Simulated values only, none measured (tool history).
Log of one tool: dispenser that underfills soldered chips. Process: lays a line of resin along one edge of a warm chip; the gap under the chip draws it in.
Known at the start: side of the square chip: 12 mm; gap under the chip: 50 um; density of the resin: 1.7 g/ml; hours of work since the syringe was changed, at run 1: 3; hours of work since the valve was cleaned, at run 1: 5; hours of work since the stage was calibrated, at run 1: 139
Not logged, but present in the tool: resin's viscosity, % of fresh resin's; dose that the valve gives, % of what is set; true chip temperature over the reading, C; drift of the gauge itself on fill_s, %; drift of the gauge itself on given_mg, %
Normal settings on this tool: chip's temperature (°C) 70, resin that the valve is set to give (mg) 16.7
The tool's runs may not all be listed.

| run | day | chip's temperature (°C) | resin that the valve is set to give (mg) | hours of work since the syringe was changed | hours of work since the valve was cleaned | hours of work since the stage was calibrated | time until the resin shows at the far edge (s) | resin that the valve gave (mg) |
|---|---|---|---|---|---|---|---|---|
| 1 | 0.000 | 70 | 16.7 | 3 | 5 | 139 | 184.1 | 16.61 |
| 2 | 0.217 | 70 | 16.7 | 7 | 9 | 143 | 242.2 | 16.74 |
| 3 | 0.350 | 70 | 16.7 | 9 | 11 | 145 | 283.1 | 16.59 |
|  | 0.421 | new syringe of resin |
| 4 | 0.683 | 80 | 16.7 | 5 | 17 | 150 | 137.6 | 16.43 |
| 5 | 0.954 | 80 | 16.7 | 9 | 22 | 155 | 190.2 | 16.42 |
|  | 0.992 | new syringe of resin |
| 6 | 1.129 | 80 | 16.7 | 2 | 24 | 158 | 112.1 | 16.27 |
| 7 | 1.321 | 70 | 16.7 | 6 | 28 | 161 | 221.1 | 16.44 |
| 8 | 1.471 | 70 | 16.7 | 8 | 30 | 164 | 269.7 | 16.19 |
|  | 1.558 | new syringe of resin |
| 9 | 1.712 | 70 | 16.7 | 3 | 34 | 168 | 175.6 | 16.17 |
| 10 | 1.883 | 70 | 16.7 | 6 | 37 | 171 | 220.4 | 16.07 |
| 11 | 2.104 | 60 | 16.7 | 9 | 41 | 175 | 448.3 | 16.15 |
|  | 2.142 | new syringe of resin |
| 12 | 2.333 | 60 | 16.7 | 3 | 45 | 179 | 285.9 | 16.06 |
| 13 | 2.538 | 78 | 15.4 | 7 | 49 | 182 | 174.5 | 14.77 |
|  | 2.729 | new syringe of resin |
| 14 | 2.792 | 70 | 15.5 | 1 | 53 | 186 | 159.0 | 14.75 |
| 15 | 3.100 | 70 | 15.5 | 6 | 58 | 192 | 233.0 | 14.65 |
|  | 3.304 | new syringe of resin |
| 16 | 3.304 | 70 | 15.5 | 0 | 62 | 195 | 148.7 | 14.64 |
| 17 | 3.442 | 74 | 16.7 | 2 | 64 | 198 | 146.1 | 15.71 |
| 18 | 3.625 | 75 | 16.8 | 6 | 67 | 201 | 177.4 | 15.69 |

Forecast each of these 5 alternatives for the next run:
|  | 3.883 | new syringe of resin |
| A | 3.933 | 80 | 16.3 | 1 | 72 | 206 | ? | ? |
|  | 3.883 | new syringe of resin |
| B | 3.933 | 69 | 18.2 | 1 | 72 | 206 | ? | ? |
|  | 3.883 | new syringe of resin |
| C | 3.933 | 77 | 15.9 | 1 | 72 | 206 | ? | ? |
|  | 3.883 | new syringe of resin |
| D | 3.933 | 73 | 16.8 | 1 | 72 | 206 | ? | ? |
|  | 3.883 | new syringe of resin |
| E | 3.933 | 80 | 16.8 | 1 | 72 | 206 | ? | ? |

| run | time until the resin shows at the far edge (s) | resin that the valve gave (mg) |
|---|---|---|
| A | 104.0 | 15.28 |
| B | 158.5 | 17.17 |
| C | 118.9 | 14.95 |
| D | 139.0 | 15.79 |
| E | 102.8 | 15.78 |
With the hidden condition removed and each run's random variation left untouched, the same runs would have given:
| run | time until the resin shows at the far edge (s) | resin that the valve gave (mg) |
|---|---|---|
| A | 98.1 | 16.32 |
| B | 150.9 | 18.33 |
| C | 112.0 | 15.97 |
| D | 131.6 | 16.86 |
| E | 97.2 | 16.85 |

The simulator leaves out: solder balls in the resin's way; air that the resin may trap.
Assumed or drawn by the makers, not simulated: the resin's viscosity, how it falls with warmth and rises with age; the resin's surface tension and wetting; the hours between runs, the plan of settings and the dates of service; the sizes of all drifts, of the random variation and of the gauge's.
